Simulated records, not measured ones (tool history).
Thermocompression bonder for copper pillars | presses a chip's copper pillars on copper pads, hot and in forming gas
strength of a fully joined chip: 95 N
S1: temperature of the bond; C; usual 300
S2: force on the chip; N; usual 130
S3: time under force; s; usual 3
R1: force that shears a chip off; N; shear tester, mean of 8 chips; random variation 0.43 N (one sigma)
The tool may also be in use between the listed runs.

run 1 day=0 | S1=300 S2=130 S3=3 | R1=43.7
run 2 day=0.883 | S1=300 S2=130 S3=3 | R1=45
run 3 day=1.65 | S1=300 S2=130 S3=3 | R1=44
run 4 day=2.408 | S1=300 S2=130 S3=3 | R1=44
run 5 day=3.267 | S1=300 S2=130 S3=3 | R1=44.7
run 6 day=3.7 | S1=300 S2=130 S3=3 | R1=44.5
run 7 day=4.379 | S1=323 S2=128 S3=6 | R1=62.7

The next listed run, before its measurement:
run 8 day=4.742 | S1=271 S2=130 S3=3 | R1=?

Run 8 gave R1 35 N.
Without the tool's hidden state the same run would have given R1 32 N.
